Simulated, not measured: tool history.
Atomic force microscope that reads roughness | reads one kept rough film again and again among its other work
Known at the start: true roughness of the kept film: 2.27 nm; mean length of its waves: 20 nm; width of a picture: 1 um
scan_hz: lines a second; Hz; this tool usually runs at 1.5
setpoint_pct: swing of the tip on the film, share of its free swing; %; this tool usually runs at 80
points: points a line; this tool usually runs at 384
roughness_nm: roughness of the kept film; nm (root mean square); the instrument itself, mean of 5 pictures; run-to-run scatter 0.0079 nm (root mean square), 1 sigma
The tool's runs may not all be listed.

run,hour,scan_hz,setpoint_pct,points,roughness_nm
1,0,1.5,80,384,1.52
2,12.4,1.5,80,384,1.497
3,20.5,1.5,56,384,1.565
4,32.3,1.5,56,384,1.543
5,45.8,1.5,56,384,1.522
6,53.7,1.5,56,384,1.516
7,64.2,1.5,56,384,1.5
8,73.9,1.5,80,384,1.409
9,88.6,1.5,80,384,1.395
# hour 91.4: new tip fitted
10,103.3,3.72,80,384,1.493
11,115.8,3.72,80,384,1.463
12,129.7,3.08,80,384,1.473
13,139.5,3.08,80,384,1.466
14,147.5,1.5,56,384,1.612
15,160.1,3.66,62,413,1.533
16,170.1,3.66,62,413,1.522
17,177.7,1.12,85,796,1.516
18,189,1.5,75,384,1.499
19,198.8,1.5,75,384,1.484
20,207.6,2.53,64,347,1.477
21,215.6,0.56,64,313,1.505
22,226.5,0.56,64,313,1.491
23,239.8,1.5,87,691,1.381
24,255.3,1.16,81,902,1.414
25,268.7,1.63,87,685,1.329

Pick out some run-to-run changes in roughness_nm. Of each, how much would a tool without hidden state show as well, from the settings, what came in and chance, and how much is left for the hidden state and any gauge scatter not in both results compared?
Hidden conditions of the tool in this case: radius of the tip, nm; height scale over the true one, %; drift of the gauge itself on roughness_nm, %.
Run 9 -> 10: scan_hz 1.5 -> 3.72, new tip fitted. roughness_nm +0.098 nm (root mean square): hidden state +0.248, all else -0.15.
Run 13 -> 14: scan_hz 3.08 -> 1.5, setpoint_pct 80 -> 56. roughness_nm +0.146 nm (root mean square): hidden state -0.031, all else +0.177.
Run 22 -> 23: scan_hz 0.56 -> 1.5, setpoint_pct 64 -> 87, points 313 -> 691. roughness_nm -0.11 nm (root mean square): hidden state -0.001, all else -0.109.

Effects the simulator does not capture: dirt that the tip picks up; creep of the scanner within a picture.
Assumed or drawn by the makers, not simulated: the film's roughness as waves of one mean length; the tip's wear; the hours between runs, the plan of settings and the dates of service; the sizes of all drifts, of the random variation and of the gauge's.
